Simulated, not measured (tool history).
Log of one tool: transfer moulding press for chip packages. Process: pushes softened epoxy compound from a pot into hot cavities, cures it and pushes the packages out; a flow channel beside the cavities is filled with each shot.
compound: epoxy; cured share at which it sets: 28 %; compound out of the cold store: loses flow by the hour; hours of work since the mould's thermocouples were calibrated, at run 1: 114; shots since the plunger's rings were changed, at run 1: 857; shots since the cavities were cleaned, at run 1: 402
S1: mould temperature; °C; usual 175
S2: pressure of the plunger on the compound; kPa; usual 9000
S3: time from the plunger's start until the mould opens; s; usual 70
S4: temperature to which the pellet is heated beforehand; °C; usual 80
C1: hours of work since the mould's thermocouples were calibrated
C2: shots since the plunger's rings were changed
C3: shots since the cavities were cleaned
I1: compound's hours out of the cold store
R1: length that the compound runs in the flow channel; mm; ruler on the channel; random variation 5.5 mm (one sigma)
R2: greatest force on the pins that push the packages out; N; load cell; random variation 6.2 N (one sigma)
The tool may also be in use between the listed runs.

run,day,S1,S2,S3,S4,C1,C2,C3,I1,R1,R2
1,0.000,175,9000,70,80,114,857,402,45.2,829,324
2,0.817,174,9000,70,80,129,1213,758,24.1,935,409
# day 1.267: cavities cleaned with cleaning compound and waxed
3,2.067,175,9000,92,80,151,1731,350,40.1,858,248
4,3.175,175,9000,79,80,171,2214,833,31.7,889,326
# day 3.504: cavities cleaned with cleaning compound and waxed
5,4.321,175,9000,79,75,191,2685,356,13.0,976,267
# day 4.767: plunger's sealing rings changed
6,4.971,175,9000,79,75,201,89,594,43.4,867,308
# day 5.842: cavities cleaned with cleaning compound and waxed
7,6.321,175,9000,70,71,225,650,209,45.7,840,294
8,7.421,175,9000,70,71,246,1129,688,26.5,924,393
# day 8.096: cavities cleaned with cleaning compound and waxed
9,8.746,175,9000,70,80,269,1680,284,25.6,916,315
10,9.288,175,9000,70,80,279,1915,519,23.6,925,379
# day 10.308: cavities cleaned with cleaning compound and waxed
11,10.629,175,9000,70,80,303,2472,140,15.9,960,298
# day 11.604: plunger's sealing rings changed
12,11.633,175,9000,70,80,319,11,532,24.6,959,371
# day 12.442: mould's thermocouples calibrated
# day 12.696: cavities cleaned with cleaning compound and waxed
13,12.708,175,9000,70,80,4,417,7,12.3,1016,243
14,13.533,175,9000,70,80,19,776,366,24.8,941,338
15,14.083,179,9070,70,80,29,1016,606,31.7,892,309
# day 14.858: cavities cleaned with cleaning compound and waxed
16,15.104,175,7690,70,80,47,1432,106,18.8,891,273
17,15.817,175,7690,70,80,60,1744,418,46.1,756,325
18,16.396,175,8110,59,79,71,1995,669,11.5,943,615
# day 17.050: cavities cleaned with cleaning compound and waxed
19,17.625,177,9000,70,80,92,2504,250,31.9,866,273

The next listed run, before its measurement:
# day 18.562: plunger's sealing rings changed
20,18.775,177,9000,70,80,112,92,705,18.7,?,?

Run 20 gave R1 987 mm, R2 354 N.
Without the tool's hidden state the same run would have given R1 989 mm, R2 211 N.
